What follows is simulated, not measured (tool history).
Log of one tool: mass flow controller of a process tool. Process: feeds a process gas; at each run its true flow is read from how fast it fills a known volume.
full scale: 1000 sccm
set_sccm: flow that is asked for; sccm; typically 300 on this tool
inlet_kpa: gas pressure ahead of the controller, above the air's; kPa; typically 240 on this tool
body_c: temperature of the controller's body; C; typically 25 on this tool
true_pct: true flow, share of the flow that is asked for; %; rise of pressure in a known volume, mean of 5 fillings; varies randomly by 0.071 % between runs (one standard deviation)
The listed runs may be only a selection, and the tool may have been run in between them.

run 1 hour=0 | set_sccm=300 inlet_kpa=240 body_c=25 | true_pct=101.33
run 2 hour=336.6 | set_sccm=300 inlet_kpa=240 body_c=25 | true_pct=101.53
run 3 hour=627.7 | set_sccm=300 inlet_kpa=240 body_c=25 | true_pct=101.64
run 4 hour=849.2 | set_sccm=300 inlet_kpa=240 body_c=25 | true_pct=101.6
run 5 hour=1224.2 | set_sccm=300 inlet_kpa=240 body_c=25 | true_pct=101.63
run 6 hour=1450.1 | set_sccm=300 inlet_kpa=240 body_c=27 | true_pct=101.81
run 7 hour=1698.9 | set_sccm=300 inlet_kpa=240 body_c=27 | true_pct=101.86
run 8 hour=2060.3 | set_sccm=138 inlet_kpa=240 body_c=25 | true_pct=103.19
run 9 hour=2280.8 | set_sccm=138 inlet_kpa=240 body_c=25 | true_pct=103.39
run 10 hour=2568 | set_sccm=300 inlet_kpa=240 body_c=29 | true_pct=102.09
run 11 hour=2869.1 | set_sccm=300 inlet_kpa=240 body_c=29 | true_pct=102.17
run 12 hour=3056.1 | set_sccm=394 inlet_kpa=150 body_c=29 | true_pct=102.31
run 13 hour=3315.2 | set_sccm=394 inlet_kpa=150 body_c=29 | true_pct=102.08
run 14 hour=3702.3 | set_sccm=394 inlet_kpa=150 body_c=29 | true_pct=102.22
run 15 hour=3867.1 | set_sccm=394 inlet_kpa=150 body_c=29 | true_pct=102.38
run 16 hour=4237.1 | set_sccm=376 inlet_kpa=240 body_c=26 | true_pct=102.09
run 17 hour=4532.4 | set_sccm=166 inlet_kpa=146 body_c=23 | true_pct=103.67
run 18 hour=4767 | set_sccm=166 inlet_kpa=146 body_c=23 | true_pct=103.88

Run 19 is up next; what results do you expect?
run 19 hour=5058.8 | set_sccm=166 inlet_kpa=146 body_c=23 | true_pct=?

true_pct: 103.86 %
Without the tool's hidden state the same run would have given true_pct 99.55 %.
